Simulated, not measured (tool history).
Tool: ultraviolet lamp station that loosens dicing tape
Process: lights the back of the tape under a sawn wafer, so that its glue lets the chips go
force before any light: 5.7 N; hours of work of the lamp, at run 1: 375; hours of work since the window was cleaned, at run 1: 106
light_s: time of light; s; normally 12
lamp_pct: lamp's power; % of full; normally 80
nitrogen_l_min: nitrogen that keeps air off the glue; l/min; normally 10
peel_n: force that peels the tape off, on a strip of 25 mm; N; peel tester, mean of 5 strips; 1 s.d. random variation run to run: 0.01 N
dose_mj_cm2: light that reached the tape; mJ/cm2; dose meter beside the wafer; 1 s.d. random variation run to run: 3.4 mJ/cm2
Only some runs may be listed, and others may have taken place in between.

run,hour,light_s,lamp_pct,nitrogen_l_min,hours of work of the lamp,hours of work since the window was cleaned,peel_n,dose_mj_cm2
1,0.0,12,80,10,375,106,0.635,456
2,12.4,12,80,10,384,115,0.637,453
3,25.4,12,80,10,393,124,0.678,449
4,45.4,12,80,10,408,139,0.679,442
5,61.6,12,80,10,420,151,0.668,440
6,73.5,12,80,10,429,160,0.668,442
7,93.2,12,80,10,443,174,0.678,434
8,110.6,12,80,17,456,187,0.481,435
9,122.8,12,80,17,465,196,0.507,426
10,135.9,12,80,17,475,206,0.507,422
11,148.4,17,80,10,484,215,0.358,605
12,168.8,12,80,19,499,230,0.489,416
13,181.6,12,80,19,508,240,0.500,417
14,191.6,12,80,19,516,247,0.498,418
15,208.5,12,80,19,528,259,0.517,407
16,225.5,12,80,19,541,272,0.529,402
17,244.5,12,62,18,555,286,0.862,316
18,257.9,8,97,5,565,296,1.696,326
19,276.3,8,97,5,578,309,1.706,321
20,297.0,8,97,5,593,325,1.729,319
21,307.5,15,90,15,601,332,0.324,554
22,325.2,15,90,15,614,345,0.316,548
23,346.4,15,90,15,630,361,0.326,541
24,368.5,10,61,17,646,377,1.373,246
25,381.5,7,80,9,656,387,2.011,218
26,400.8,7,80,9,670,401,2.076,218
27,420.8,12,80,5,685,416,1.427,367
28,436.2,15,100,5,696,427,0.711,578
29,449.8,8,80,20,706,437,1.266,244
30,468.0,13,80,19,719,451,0.554,387
31,487.6,12,75,6,734,465,1.504,331
32,498.9,10,72,5,742,473,2.150,269

The same runs without the tool's hidden state, with the same run-to-run variation:
Hidden state present: lamp's light, % of a new lamp's; light that the window lets through, % of a clean one's; drift of the gauge itself on peel_n, %; drift of the gauge itself on dose_mj_cm2, %.
run,peel_n,dose_mj_cm2
1,0.434,546
2,0.432,545
3,0.452,544
4,0.444,541
5,0.433,543
6,0.425,548
7,0.424,543
8,0.285,548
9,0.297,541
10,0.294,539
11,0.206,776
12,0.275,539
13,0.278,543
14,0.276,547
15,0.277,538
16,0.283,536
17,0.483,423
18,1.120,441
19,1.115,437
20,1.116,439
21,0.166,768
22,0.154,766
23,0.151,765
24,0.772,350
25,1.285,313
26,1.311,317
27,0.777,539
28,0.309,851
29,0.638,361
30,0.224,583
31,0.776,505
32,1.286,409
